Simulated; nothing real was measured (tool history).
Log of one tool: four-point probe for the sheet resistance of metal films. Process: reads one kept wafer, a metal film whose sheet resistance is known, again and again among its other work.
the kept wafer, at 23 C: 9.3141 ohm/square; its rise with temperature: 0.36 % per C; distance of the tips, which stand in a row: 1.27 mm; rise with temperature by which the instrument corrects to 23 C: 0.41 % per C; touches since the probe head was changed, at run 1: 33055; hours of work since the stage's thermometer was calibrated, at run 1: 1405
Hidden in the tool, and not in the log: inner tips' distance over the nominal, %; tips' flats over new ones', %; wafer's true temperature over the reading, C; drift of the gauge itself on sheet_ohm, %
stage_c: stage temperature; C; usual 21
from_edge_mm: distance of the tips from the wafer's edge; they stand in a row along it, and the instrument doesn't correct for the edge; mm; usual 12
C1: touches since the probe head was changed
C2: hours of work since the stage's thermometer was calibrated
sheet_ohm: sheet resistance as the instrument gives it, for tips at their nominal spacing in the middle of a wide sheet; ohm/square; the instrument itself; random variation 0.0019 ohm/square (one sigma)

{"run": 1, "hour": 0.0, "stage_c": 21, "from_edge_mm": 12, "C1": 33055, "C2": 1405, "sheet_ohm": 9.375125}
{"run": 2, "hour": 43.8, "stage_c": 21, "from_edge_mm": 12, "C1": 34965, "C2": 1433, "sheet_ohm": 9.36792}
{"run": 3, "hour": 84.6, "stage_c": 21, "from_edge_mm": 12, "C1": 36740, "C2": 1459, "sheet_ohm": 9.367752}
{"run": 4, "hour": 146.5, "stage_c": 21, "from_edge_mm": 12, "C1": 39434, "C2": 1499, "sheet_ohm": 9.369967}
{"run": 5, "hour": 208.3, "stage_c": 21, "from_edge_mm": 12, "C1": 42126, "C2": 1538, "sheet_ohm": 9.369018}
{"run": 6, "hour": 256.4, "stage_c": 21, "from_edge_mm": 12, "C1": 44218, "C2": 1569, "sheet_ohm": 9.366508}
{"run": 7, "hour": 297.7, "stage_c": 21, "from_edge_mm": 12, "C1": 46019, "C2": 1595, "sheet_ohm": 9.369406}
{"run": 8, "hour": 330.1, "stage_c": 21, "from_edge_mm": 37, "C1": 47429, "C2": 1616, "sheet_ohm": 9.312977}
{"run": 9, "hour": 369.7, "stage_c": 21, "from_edge_mm": 37, "C1": 49151, "C2": 1641, "sheet_ohm": 9.31809}
{"run": 10, "hour": 425.8, "stage_c": 21, "from_edge_mm": 12, "C1": 51597, "C2": 1677, "sheet_ohm": 9.369525}
{"run": 11, "hour": 468.4, "stage_c": 21, "from_edge_mm": 7, "C1": 53452, "C2": 1705, "sheet_ohm": 9.473977}
{"run": 12, "hour": 529.5, "stage_c": 25, "from_edge_mm": 12, "C1": 56113, "C2": 1744, "sheet_ohm": 9.344421}
{"run": 13, "hour": 590.1, "stage_c": 21, "from_edge_mm": 12, "C1": 58749, "C2": 1782, "sheet_ohm": 9.362554}
{"run": 14, "hour": 641.5, "stage_c": 22, "from_edge_mm": 12, "C1": 60989, "C2": 1815, "sheet_ohm": 9.355364}
{"hour": 647.2, "done": "stage's thermometer calibrated"}
{"run": 15, "hour": 694.3, "stage_c": 21, "from_edge_mm": 28, "C1": 63267, "C2": 30, "sheet_ohm": 9.333141}
{"run": 16, "hour": 742.4, "stage_c": 27, "from_edge_mm": 12, "C1": 65361, "C2": 61, "sheet_ohm": 9.34476}
{"run": 17, "hour": 775.9, "stage_c": 32, "from_edge_mm": 5, "C1": 66819, "C2": 82, "sheet_ohm": 9.572112}
{"run": 18, "hour": 810.6, "stage_c": 32, "from_edge_mm": 5, "C1": 68331, "C2": 104, "sheet_ohm": 9.577731}
{"run": 19, "hour": 868.8, "stage_c": 22, "from_edge_mm": 5, "C1": 70862, "C2": 142, "sheet_ohm": 9.626659}
{"run": 20, "hour": 916.3, "stage_c": 28, "from_edge_mm": 58, "C1": 72932, "C2": 172, "sheet_ohm": 9.286034}
{"run": 21, "hour": 979.3, "stage_c": 26, "from_edge_mm": 11, "C1": 75677, "C2": 212, "sheet_ohm": 9.358821}
{"run": 22, "hour": 1011.6, "stage_c": 26, "from_edge_mm": 11, "C1": 77083, "C2": 233, "sheet_ohm": 9.357724}
{"hour": 1033.6, "done": "stage's thermometer calibrated, once more"}
{"run": 23, "hour": 1052.5, "stage_c": 31, "from_edge_mm": 4, "C1": 78840, "C2": 12, "sheet_ohm": 9.695555}
{"run": 24, "hour": 1115.3, "stage_c": 32, "from_edge_mm": 4, "C1": 81573, "C2": 52, "sheet_ohm": 9.69212}
{"run": 25, "hour": 1158.8, "stage_c": 27, "from_edge_mm": 3, "C1": 83469, "C2": 80, "sheet_ohm": 10.043969}
{"run": 26, "hour": 1187.0, "stage_c": 22, "from_edge_mm": 8, "C1": 84697, "C2": 98, "sheet_ohm": 9.388948}
{"run": 27, "hour": 1233.7, "stage_c": 22, "from_edge_mm": 8, "C1": 86733, "C2": 128, "sheet_ohm": 9.387039}
{"run": 28, "hour": 1274.2, "stage_c": 22, "from_edge_mm": 8, "C1": 88495, "C2": 154, "sheet_ohm": 9.388726}
{"run": 29, "hour": 1333.1, "stage_c": 26, "from_edge_mm": 32, "C1": 91057, "C2": 191, "sheet_ohm": 9.251454}
{"run": 30, "hour": 1360.8, "stage_c": 21, "from_edge_mm": 13, "C1": 92266, "C2": 209, "sheet_ohm": 9.312796}

4 ways to go on from here, each from the tool as it stands after run 30. What would each give?
{"run": "A", "hour": 1402.7, "stage_c": 22, "from_edge_mm": 25, "C1": 94090, "C2": 236, "sheet_ohm": "?"}
{"run": "B", "hour": 1402.7, "stage_c": 27, "from_edge_mm": 3, "C1": 94090, "C2": 236, "sheet_ohm": "?"}
{"run": "C", "hour": 1402.7, "stage_c": 28, "from_edge_mm": 17, "C1": 94090, "C2": 236, "sheet_ohm": "?"}
{"run": "D", "hour": 1402.7, "stage_c": 22, "from_edge_mm": 4, "C1": 94090, "C2": 236, "sheet_ohm": "?"}

run=A sheet_ohm=9.271372
run=B sheet_ohm=10.043349
run=C sheet_ohm=9.259879
run=D sheet_ohm=9.733343
Without the tool's hidden state the same runs would have given:
run=A sheet_ohm=9.330493
run=B sheet_ohm=10.106916
run=C sheet_ohm=9.3189
run=D sheet_ohm=9.795161
